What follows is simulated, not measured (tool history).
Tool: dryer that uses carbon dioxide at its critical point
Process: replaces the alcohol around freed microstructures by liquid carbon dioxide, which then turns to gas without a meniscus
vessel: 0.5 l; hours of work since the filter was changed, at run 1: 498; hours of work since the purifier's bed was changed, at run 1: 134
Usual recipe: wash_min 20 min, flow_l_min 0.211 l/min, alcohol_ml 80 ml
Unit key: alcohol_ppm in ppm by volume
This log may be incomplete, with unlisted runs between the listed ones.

run	day	wash_min	flow_l_min	alcohol_ml	hours of work since the filter was changed	hours of work since the purifier's bed was changed	alcohol_ppm
1	0.000	20	0.211	80	498	134	267
2	0.388	20	0.155	80	502	139	1362
3	0.742	20	0.155	80	507	143	1403
4	0.950	20	0.211	80	509	146	261
5	1.325	18	0.211	80	514	150	508
6	1.612	18	0.211	110	517	154	682
7	1.854	18	0.211	110	520	157	714
8	2.054	18	0.211	110	522	159	713
9	2.221	18	0.211	110	524	161	712
10	2.433	20	0.217	81	527	164	245
11	2.621	31	0.217	62	529	166	16
12	2.783	19	0.217	62	531	168	263
13	3.029	19	0.217	62	534	171	260
14	3.271	20	0.247	80	537	174	112
15	3.658	20	0.247	80	542	179	109
16	4.038	20	0.247	80	547	183	110
17	4.292	18	0.211	57	550	186	385

Per-run results on a tool with no hidden state, each run keeping its own random variation:
The hidden state here: flow that reaches the vessel past the clogged filter, %; alcohol in the recycled carbon dioxide, ppm; drift of the gauge itself on alcohol_ppm, %.
run	alcohol_ppm
1	107
2	679
3	697
4	95
5	215
6	286
7	300
8	297
9	299
10	91
11	2
12	102
13	98
14	37
15	32
16	33
17	149
